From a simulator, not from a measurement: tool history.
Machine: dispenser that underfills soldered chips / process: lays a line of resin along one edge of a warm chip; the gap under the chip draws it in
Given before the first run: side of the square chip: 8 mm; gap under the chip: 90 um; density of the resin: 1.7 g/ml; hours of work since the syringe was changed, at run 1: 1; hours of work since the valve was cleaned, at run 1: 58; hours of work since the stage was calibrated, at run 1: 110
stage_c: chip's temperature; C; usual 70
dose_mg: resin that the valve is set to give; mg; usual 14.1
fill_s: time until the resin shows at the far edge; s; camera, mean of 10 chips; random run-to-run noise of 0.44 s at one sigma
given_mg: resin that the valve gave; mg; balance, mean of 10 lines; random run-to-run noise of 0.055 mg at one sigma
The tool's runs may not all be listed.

run	hour	stage_c	dose_mg	hours of work since the syringe was changed	hours of work since the valve was cleaned	hours of work since the stage was calibrated	fill_s	given_mg
1	0.0	70	14.1	1	58	110	35.7	13.70
# hour 4.1: dispensing valve cleaned and set on the balance
2	7.1	70	14.1	5	2	114	44.6	14.02
# hour 13.0: new syringe of resin
3	13.0	70	14.1	0	6	118	33.1	14.07
4	19.6	70	17.9	5	11	123	39.9	17.78
5	23.2	70	14.1	7	13	125	47.3	13.98
# hour 26.3: new syringe of resin
6	31.1	70	14.1	3	19	131	39.9	14.02
7	39.0	70	14.1	9	24	136	52.8	13.94
# hour 39.8: new syringe of resin
8	45.1	70	14.1	4	28	140	40.6	13.94
9	50.2	70	16.4	7	32	144	47.9	16.14
# hour 53.1: new syringe of resin
10	59.1	70	16.4	4	38	150	40.3	16.13
11	65.9	70	17.4	9	43	155	52.3	17.01
# hour 66.5: new syringe of resin
12	73.9	70	13.5	5	48	160	42.9	13.13
# hour 79.9: new syringe of resin
13	81.0	70	13.5	1	53	165	35.6	13.14
14	89.0	70	13.5	6	59	171	48.2	13.03
# hour 92.9: dispensing valve cleaned and set on the balance
# hour 94.5: new syringe of resin
15	98.6	70	13.1	3	4	177	39.8	13.03
16	105.0	70	13.1	7	8	181	49.7	13.04
# hour 107.9: new syringe of resin
17	109.6	72	12.7	1	11	184	32.7	12.56
18	114.5	72	12.7	5	15	188	40.7	12.63
19	120.3	66	12.7	9	19	192	63.1	12.57
# hour 121.4: new syringe of resin
20	125.5	67	14.0	3	22	195	45.4	13.82
21	130.5	67	14.0	6	26	199	53.4	13.90
# hour 134.9: new syringe of resin
22	135.7	61	12.1	1	29	202	54.5	11.95
23	144.5	76	14.3	7	36	208	37.9	14.09
# hour 148.3: new syringe of resin
24	153.2	76	14.3	3	41	214	32.1	13.99
# hour 161.6: new syringe of resin
25	162.0	57	13.9	0	48	220	61.6	13.49
26	166.9	61	17.5	4	51	224	58.5	17.25

Branching from run 26: 3 alternative next runs. What would each branch give?
A	174.4	63	13.4	9	56	229	?	?
B	174.4	73	17.5	9	56	229	?	?
C	174.4	70	14.4	9	56	229	?	?

run	fill_s	given_mg
A	74.1	13.12
B	46.1	16.95
C	53.6	13.93
Without the tool's hidden state the same runs would have given:
run	fill_s	given_mg
A	44.5	13.49
B	27.7	17.44
C	32.3	14.33
